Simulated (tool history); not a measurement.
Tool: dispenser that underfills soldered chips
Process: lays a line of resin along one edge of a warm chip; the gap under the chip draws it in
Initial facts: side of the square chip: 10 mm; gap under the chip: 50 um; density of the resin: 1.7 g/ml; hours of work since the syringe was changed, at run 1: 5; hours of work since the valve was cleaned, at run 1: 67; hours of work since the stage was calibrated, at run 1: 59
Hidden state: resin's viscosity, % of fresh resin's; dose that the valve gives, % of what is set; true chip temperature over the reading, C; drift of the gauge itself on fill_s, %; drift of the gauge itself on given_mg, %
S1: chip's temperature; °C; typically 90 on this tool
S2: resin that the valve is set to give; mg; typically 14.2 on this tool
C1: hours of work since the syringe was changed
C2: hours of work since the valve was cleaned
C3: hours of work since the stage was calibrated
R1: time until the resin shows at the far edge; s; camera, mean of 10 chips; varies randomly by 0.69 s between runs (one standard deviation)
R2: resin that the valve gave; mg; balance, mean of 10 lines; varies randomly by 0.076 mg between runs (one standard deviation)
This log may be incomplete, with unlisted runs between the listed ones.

run 1 hour=0 | S1=90 S2=14.2 | C1=5 C2=67 C3=59 | R1=81.2 R2=13.73
run 2 hour=2.7 | S1=90 S2=14.2 | C1=7 C2=69 C3=61 | R1=91.1 R2=13.7
-- hour=5.3 new syringe of resin
run 3 hour=6.7 | S1=90 S2=14.2 | C1=1 C2=72 C3=63 | R1=64 R2=13.76
run 4 hour=10.3 | S1=100 S2=14.2 | C1=4 C2=74 C3=66 | R1=51.3 R2=13.84
run 5 hour=14.2 | S1=87 S2=14.2 | C1=7 C2=77 C3=69 | R1=101.1 R2=13.64
-- hour=16.8 new syringe of resin
run 6 hour=17.9 | S1=90 S2=14.2 | C1=1 C2=80 C3=71 | R1=63.8 R2=13.66
run 7 hour=21.7 | S1=90 S2=14.2 | C1=4 C2=82 C3=74 | R1=75.7 R2=13.65
run 8 hour=25.4 | S1=90 S2=14.2 | C1=6 C2=85 C3=77 | R1=89.5 R2=13.71
-- hour=28.4 new syringe of resin
run 9 hour=29.1 | S1=90 S2=14.2 | C1=1 C2=88 C3=79 | R1=63.5 R2=13.71
run 10 hour=31.8 | S1=90 S2=14.2 | C1=3 C2=90 C3=81 | R1=71.9 R2=13.67
run 11 hour=35.7 | S1=98 S2=14.2 | C1=5 C2=92 C3=84 | R1=60.8 R2=13.53
run 12 hour=38.2 | S1=90 S2=16.6 | C1=7 C2=94 C3=86 | R1=93.6 R2=15.75
-- hour=40 new syringe of resin
run 13 hour=41.3 | S1=90 S2=16.6 | C1=1 C2=96 C3=88 | R1=62.9 R2=15.93
run 14 hour=46.3 | S1=90 S2=16.6 | C1=5 C2=100 C3=92 | R1=80.2 R2=15.95
-- hour=51.5 new syringe of resin
run 15 hour=51.5 | S1=90 S2=16.6 | C1=0 C2=104 C3=95 | R1=59.8 R2=15.8
run 16 hour=55.9 | S1=90 S2=14.9 | C1=3 C2=107 C3=99 | R1=73.5 R2=14.24
run 17 hour=58.2 | S1=90 S2=14.9 | C1=5 C2=109 C3=100 | R1=82.6 R2=14.22
run 18 hour=62.1 | S1=90 S2=14.2 | C1=8 C2=111 C3=103 | R1=95.1 R2=13.53
-- hour=63.1 new syringe of resin
run 19 hour=66.7 | S1=90 S2=14.2 | C1=3 C2=115 C3=106 | R1=70.7 R2=13.51
run 20 hour=70.2 | S1=95 S2=12.6 | C1=5 C2=117 C3=109 | R1=68.3 R2=12.06
run 21 hour=72.9 | S1=95 S2=12.6 | C1=7 C2=119 C3=111 | R1=76.9 R2=12.04
-- hour=74.8 new syringe of resin
run 22 hour=75.6 | S1=96 S2=13 | C1=1 C2=121 C3=113 | R1=47.9 R2=12.3
run 23 hour=79.4 | S1=96 S2=13 | C1=3 C2=124 C3=115 | R1=57.8 R2=12.27
-- hour=83.1 dispensing valve cleaned and set on the balance
run 24 hour=83.6 | S1=99 S2=12.5 | C1=6 C2=0 C3=118 | R1=58.9 R2=12.54
-- hour=87.7 new syringe of resin
run 25 hour=88.2 | S1=83 S2=13.3 | C1=0 C2=4 C3=121 | R1=81.8 R2=13.32
run 26 hour=90.4 | S1=93 S2=15.2 | C1=2 C2=5 C3=122 | R1=59.1 R2=15.17
run 27 hour=92.9 | S1=90 S2=13.4 | C1=4 C2=7 C3=124 | R1=73.9 R2=13.31
run 28 hour=95.5 | S1=97 S2=17.5 | C1=6 C2=9 C3=126 | R1=63.7 R2=17.23
-- hour=99.3 new syringe of resin
run 29 hour=99.4 | S1=97 S2=17.5 | C1=0 C2=12 C3=129 | R1=44.3 R2=17.2
run 30 hour=101.8 | S1=97 S2=17.5 | C1=2 C2=13 C3=131 | R1=49.5 R2=17.49
run 31 hour=106.8 | S1=78 S2=15.1 | C1=5 C2=17 C3=134 | R1=138.3 R2=14.85
-- hour=110.9 new syringe of resin
run 32 hour=112.1 | S1=100 S2=13 | C1=1 C2=21 C3=138 | R1=42.7 R2=12.81
run 33 hour=115.9 | S1=93 S2=16.2 | C1=4 C2=23 C3=141 | R1=64.3 R2=16.08
run 34 hour=120.1 | S1=93 S2=16.2 | C1=7 C2=26 C3=144 | R1=78.5 R2=15.9
-- hour=122.4 new syringe of resin
run 35 hour=123.1 | S1=95 S2=15.7 | C1=0 C2=28 C3=146 | R1=49 R2=15.52
run 36 hour=126 | S1=95 S2=15.5 | C1=3 C2=31 C3=148 | R1=56.3 R2=15.27

Hidden condition of the tool, last listed run before each entry between runs versus first listed run after:
After run 2, before run 3: new syringe of resin (hour 5.3)
  resin's viscosity, % of fresh resin's: 150.5 -> 104.8; dose that the valve gives, % of what is set: 96.98 -> 96.87; true chip temperature over the reading, C: 0.5 -> 0.51
  what was measured, less what the result would be without the hidden state, R1: +29.8 -> +1.9 s; R2: -0.43 -> -0.44 mg
After run 5, before run 6: new syringe of resin (hour 16.8)
  resin's viscosity, % of fresh resin's: 146.9 -> 105.8; dose that the valve gives, % of what is set: 96.65 -> 96.56; true chip temperature over the reading, C: 0.54 -> 0.56
  what was measured, less what the result would be without the hidden state, R1: +30.7 -> +2.3 s; R2: -0.47 -> -0.49 mg
After run 8, before run 9: new syringe of resin (hour 28.4)
  resin's viscosity, % of fresh resin's: 148.2 -> 104.4; dose that the valve gives, % of what is set: 96.34 -> 96.23; true chip temperature over the reading, C: 0.59 -> 0.61
  what was measured, less what the result would be without the hidden state, R1: +27.7 -> +1.4 s; R2: -0.51 -> -0.53 mg
After run 12, before run 13: new syringe of resin (hour 40)
  resin's viscosity, % of fresh resin's: 156.9 -> 105.8; dose that the valve gives, % of what is set: 95.97 -> 95.88; true chip temperature over the reading, C: 0.64 -> 0.66
  what was measured, less what the result would be without the hidden state, R1: +32.5 -> +1.9 s; R2: -0.67 -> -0.68 mg
After run 14, before run 15: new syringe of resin (hour 51.5)
  resin's viscosity, % of fresh resin's: 132.4 -> 100.8; dose that the valve gives, % of what is set: 95.73 -> 95.59; true chip temperature over the reading, C: 0.68 -> 0.7
  what was measured, less what the result would be without the hidden state, R1: +18.1 -> -1.2 s; R2: -0.71 -> -0.72 mg
After run 18, before run 19: new syringe of resin (hour 63.1)
  resin's viscosity, % of fresh resin's: 162 -> 116.3; dose that the valve gives, % of what is set: 95.26 -> 95.13; true chip temperature over the reading, C: 0.75 -> 0.77
  what was measured, less what the result would be without the hidden state, R1: +35 -> +8.2 s; R2: -0.67 -> -0.69 mg
After run 21, before run 22: new syringe of resin (hour 74.8)
  resin's viscosity, % of fresh resin's: 153.5 -> 101.5; dose that the valve gives, % of what is set: 94.95 -> 94.88; true chip temperature over the reading, C: 0.79 -> 0.8
  what was measured, less what the result would be without the hidden state, R1: +25.8 -> -0.4 s; R2: -0.63 -> -0.67 mg
After run 23, before run 24: dispensing valve cleaned and set on the balance (hour 83.1)
  resin's viscosity, % of fresh resin's: 120.4 -> 139.1; dose that the valve gives, % of what is set: 94.77 -> 99.77; true chip temperature over the reading, C: 0.82 -> 0.84
  what was measured, less what the result would be without the hidden state, R1: +8.6 -> +15.1 s; R2: -0.68 -> -0.03 mg
After run 24, before run 25: new syringe of resin (hour 87.7)
  resin's viscosity, % of fresh resin's: 139.1 -> 101.4; dose that the valve gives, % of what is set: 99.77 -> 99.64; true chip temperature over the reading, C: 0.84 -> 0.86
  what was measured, less what the result would be without the hidden state, R1: +15.1 -> -1.9 s; R2: -0.03 -> -0.04 mg
After run 28, before run 29: new syringe of resin (hour 99.3)
  resin's viscosity, % of fresh resin's: 141.1 -> 100.2; dose that the valve gives, % of what is set: 99.43 -> 99.32; true chip temperature over the reading, C: 0.89 -> 0.91
  what was measured, less what the result would be without the hidden state, R1: +17 -> -1.5 s; R2: -0.1 -> -0.12 mg
After run 31, before run 32: new syringe of resin (hour 110.9)
  resin's viscosity, % of fresh resin's: 139.5 -> 104.4; dose that the valve gives, % of what is set: 99.09 -> 98.95; true chip temperature over the reading, C: 0.94 -> 0.96
  what was measured, less what the result would be without the hidden state, R1: +35.1 -> +0.3 s; R2: -0.13 -> -0.14 mg
After run 34, before run 35: new syringe of resin (hour 122.4)
  resin's viscosity, % of fresh resin's: 149.5 -> 102.1; dose that the valve gives, % of what is set: 98.69 -> 98.61; true chip temperature over the reading, C: 1 -> 1.01
  what was measured, less what the result would be without the hidden state, R1: +23.8 -> -1 s; R2: -0.21 -> -0.22 mg

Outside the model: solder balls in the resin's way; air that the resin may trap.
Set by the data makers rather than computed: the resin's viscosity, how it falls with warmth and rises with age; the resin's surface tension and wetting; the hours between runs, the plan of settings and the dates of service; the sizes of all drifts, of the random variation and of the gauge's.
